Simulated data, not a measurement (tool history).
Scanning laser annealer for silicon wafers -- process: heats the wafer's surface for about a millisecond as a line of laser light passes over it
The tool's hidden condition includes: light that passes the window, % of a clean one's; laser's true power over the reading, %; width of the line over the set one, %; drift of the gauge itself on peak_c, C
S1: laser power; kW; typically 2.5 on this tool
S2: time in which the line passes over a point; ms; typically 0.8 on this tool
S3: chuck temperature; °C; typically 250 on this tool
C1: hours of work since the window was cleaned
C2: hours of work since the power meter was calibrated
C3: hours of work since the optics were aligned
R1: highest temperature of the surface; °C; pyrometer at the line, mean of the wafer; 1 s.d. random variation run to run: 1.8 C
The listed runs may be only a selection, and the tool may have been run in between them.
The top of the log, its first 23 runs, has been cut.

run 24 day=18.146 | S1=2.602 S2=0.719 S3=267 | C1=99 C2=737 C3=70 | R1=970
run 25 day=18.746 | S1=2.412 S2=0.615 S3=211 | C1=109 C2=748 C3=80 | R1=805
run 26 day=19.238 | S1=2.412 S2=0.615 S3=211 | C1=118 C2=756 C3=89 | R1=807
run 27 day=20 | S1=2.471 S2=0.8 S3=247 | C1=131 C2=770 C3=102 | R1=951
run 28 day=21.117 | S1=2.471 S2=0.859 S3=247 | C1=151 C2=789 C3=122 | R1=977
run 29 day=21.967 | S1=2.471 S2=0.859 S3=247 | C1=165 C2=804 C3=137 | R1=979
run 30 day=22.571 | S1=2.277 S2=0.8 S3=250 | C1=176 C2=815 C3=147 | R1=896
run 31 day=23.425 | S1=2.325 S2=0.611 S3=263 | C1=191 C2=830 C3=162 | R1=831
run 32 day=24.238 | S1=2.669 S2=0.8 S3=250 | C1=205 C2=844 C3=177 | R1=1008
run 33 day=24.883 | S1=2.741 S2=0.919 S3=272 | C1=216 C2=855 C3=188 | R1=1112
run 34 day=25.821 | S1=2.185 S2=0.848 S3=216 | C1=233 C2=872 C3=204 | R1=851
run 35 day=26.562 | S1=2.415 S2=0.898 S3=235 | C1=246 C2=885 C3=217 | R1=961
run 36 day=27.042 | S1=2.182 S2=0.698 S3=235 | C1=254 C2=893 C3=226 | R1=801
run 37 day=28.133 | S1=2.439 S2=0.982 S3=273 | C1=273 C2=912 C3=245 | R1=1042
run 38 day=28.983 | S1=2.439 S2=0.982 S3=273 | C1=288 C2=927 C3=260 | R1=1046
run 39 day=29.612 | S1=2.5 S2=0.955 S3=280 | C1=299 C2=938 C3=271 | R1=1057
run 40 day=30.542 | S1=2.5 S2=0.783 S3=263 | C1=316 C2=954 C3=287 | R1=958

What if the next run were any one of these 3? Each begins from the tool's condition after run 40:
run A day=31.258 | S1=2.5 S2=0.809 S3=263 | C1=328 C2=967 C3=299 | R1=?
run B day=31.258 | S1=2.5 S2=0.601 S3=263 | C1=328 C2=967 C3=299 | R1=?
run C day=31.258 | S1=2.487 S2=0.648 S3=263 | C1=328 C2=967 C3=299 | R1=?

run=A R1=971
run=B R1=865
run=C R1=882
Without the tool's hidden state the same runs would have given:
run=A R1=992
run=B R1=882
run=C R1=900
